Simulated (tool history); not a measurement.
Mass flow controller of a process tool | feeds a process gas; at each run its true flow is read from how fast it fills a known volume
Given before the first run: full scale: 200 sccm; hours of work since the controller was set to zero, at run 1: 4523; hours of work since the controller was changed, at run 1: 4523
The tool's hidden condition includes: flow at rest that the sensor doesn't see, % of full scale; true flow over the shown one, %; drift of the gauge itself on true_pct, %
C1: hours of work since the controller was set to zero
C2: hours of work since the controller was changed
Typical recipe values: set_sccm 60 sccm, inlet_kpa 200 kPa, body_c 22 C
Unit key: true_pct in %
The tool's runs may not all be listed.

Run 1, hour 0: usual settings; C1 4523; C2 4523. Result: true_pct 100.64 %.
Run 2, hour 537.7: usual settings but inlet_kpa 177 kPa; C1 4772; C2 4772. Result: true_pct 100.72 %.
Run 3, hour 1009.5: usual settings but inlet_kpa 177 kPa; C1 4990; C2 4990. Result: true_pct 100.8 %.
Run 4, hour 1435.3: usual settings but body_c 32 C; C1 5187; C2 5187. Result: true_pct 102.06 %.
Run 5, hour 1960.6: usual settings but body_c 32 C; C1 5431; C2 5431. Result: true_pct 102.17 %.
Run 6, hour 2483.4: usual settings but body_c 32 C; C1 5673; C2 5673. Result: true_pct 102.3 %.
Run 7, hour 2816.5: usual settings but body_c 32 C; C1 5827; C2 5827. Result: true_pct 102.37 %.
Run 8, hour 3345.2: usual settings but body_c 32 C; C1 6072; C2 6072. Result: true_pct 102.56 %.
Run 9, hour 3737.9: usual settings but inlet_kpa 197 kPa, body_c 38 C; C1 6254; C2 6254. Result: true_pct 103.21 %.
Run 10, hour 4008: usual settings but set_sccm 57 sccm, inlet_kpa 274 kPa, body_c 24 C; C1 6379; C2 6379. Result: true_pct 102.79 %.
At hour 4033.1: controller's zero set anew.
Run 11, hour 4423.3: usual settings but set_sccm 23 sccm, inlet_kpa 145 kPa, body_c 28 C; C1 181; C2 6571. Result: true_pct 111.87 %.
Run 12, hour 4706.8: usual settings but body_c 29 C; C1 312; C2 6703. Result: true_pct 104.48 %.
Run 13, hour 4950.7: usual settings but body_c 29 C; C1 425; C2 6816. Result: true_pct 104.73 %.
Run 14, hour 5424.4: usual settings but set_sccm 20 sccm, inlet_kpa 218 kPa, body_c 37 C; C1 644; C2 7035. Result: true_pct 115.98 %.
Run 15, hour 5934: usual settings but inlet_kpa 193 kPa, body_c 25 C; C1 880; C2 7271. Result: true_pct 104.56 %.

Each row is a separate what-if for the run after 15, all from the same tool condition, not one after another. Results?
Run A, hour 6240.2: usual settings but set_sccm 72 sccm, inlet_kpa 202 kPa, body_c 25 C; C1 1022; C2 7413. Result: true_pct ?.
Run B, hour 6240.2: usual settings but set_sccm 116 sccm, inlet_kpa 157 kPa, body_c 38 C; C1 1022; C2 7413. Result: true_pct ?.
Run C, hour 6240.2: usual settings but inlet_kpa 193 kPa, body_c 35 C; C1 1022; C2 7413. Result: true_pct ?.
Run D, hour 6240.2: usual settings but set_sccm 38 sccm, inlet_kpa 251 kPa, body_c 33 C; C1 1022; C2 7413. Result: true_pct ?.
Run E, hour 6240.2: usual settings but set_sccm 70 sccm, body_c 37 C; C1 1022; C2 7413. Result: true_pct ?.

run  true_pct
  A    103.96
  B    103.71
  C    105.51
  D    108.57
  E    105.07
Without the tool's hidden state the same runs would have given:
run  true_pct
  A     97.75
  B     99.32
  C     98.33
  D     98.07
  E     98.72
